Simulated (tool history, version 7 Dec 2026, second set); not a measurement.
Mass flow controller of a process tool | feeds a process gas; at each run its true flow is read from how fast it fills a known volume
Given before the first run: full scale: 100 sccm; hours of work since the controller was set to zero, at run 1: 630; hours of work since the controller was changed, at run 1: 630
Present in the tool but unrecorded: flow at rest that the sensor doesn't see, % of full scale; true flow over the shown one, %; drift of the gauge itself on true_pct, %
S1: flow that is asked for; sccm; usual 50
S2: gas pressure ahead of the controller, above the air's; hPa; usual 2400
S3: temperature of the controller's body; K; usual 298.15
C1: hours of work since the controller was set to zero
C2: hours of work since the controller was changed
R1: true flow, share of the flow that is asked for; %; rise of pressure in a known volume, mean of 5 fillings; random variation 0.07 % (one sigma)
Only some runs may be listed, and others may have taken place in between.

run    hour  S1    S2      S3    C1    C2      R1
  1     0.0  50  2400  298.15   630   630   99.00
  2    47.5  50  2400  298.15   652   652   98.91
  3   126.1  50  2400  298.15   688   688   98.96
  4   199.8  50  1660  298.15   722   722   99.31
  5   261.1  50  2400  301.15   751   751   98.93
  6   325.8  50  2400  301.15   781   781   98.83
  7   417.1  50  2520  298.15   823   823   98.73
  8   496.4  50  2400  298.15   860   860   98.85
  9   571.9  50  2400  298.15   895   895   98.93
 10   657.5  50  2400  298.15   934   934   98.62
 11   745.6  70  2400  298.15   975   975   99.17
 12   790.9  50  2400  293.15   996   996   98.99
 13   851.7  50  2400  297.15  1024  1024   98.91
 14   889.4  50  2400  297.15  1041  1041   98.90
 15   946.6  50  2400  297.15  1068  1068   98.97
 16   993.4  50  2400  297.15  1090  1090   98.90
 17  1031.2  50  2490  297.15  1107  1107   98.80
 18  1078.6  50  2610  298.15  1129  1129   98.80
 19  1133.6  50  2610  298.15  1154  1154   98.77
 20  1174.0  50  2610  298.15  1173  1173   98.87
 21  1242.7  50  2610  298.15  1205  1205   98.80
 22  1299.0  50  2610  298.15  1231  1231   98.66
 23  1340.2  50  2400  301.15  1250  1250   98.88
 24  1378.3  50  1690  301.15  1268  1268   99.35
 25  1423.7  50  1690  301.15  1289  1289   99.18
 26  1485.2  50  1690  301.15  1317  1317   99.12
 27  1536.0  50  2780  312.15  1341  1341   98.26
 28  1625.0  50  2780  312.15  1382  1382   98.32
 29  1679.8  89  2300  306.15  1407  1407   99.23
 30  1737.6  50  1860  310.15  1434  1434   98.82
 31  1811.0  33  2400  298.15  1468  1468   98.92
 32  1857.1  15  1470  306.15  1489  1489  100.34

For run 33, what comes out?
 33  1916.1  15  1770  306.15  1517  1517   ?

{"run 33": {"R1": 100.15}}
Minus the tool's unlogged condition, the same run would have read R1 98.40 %.

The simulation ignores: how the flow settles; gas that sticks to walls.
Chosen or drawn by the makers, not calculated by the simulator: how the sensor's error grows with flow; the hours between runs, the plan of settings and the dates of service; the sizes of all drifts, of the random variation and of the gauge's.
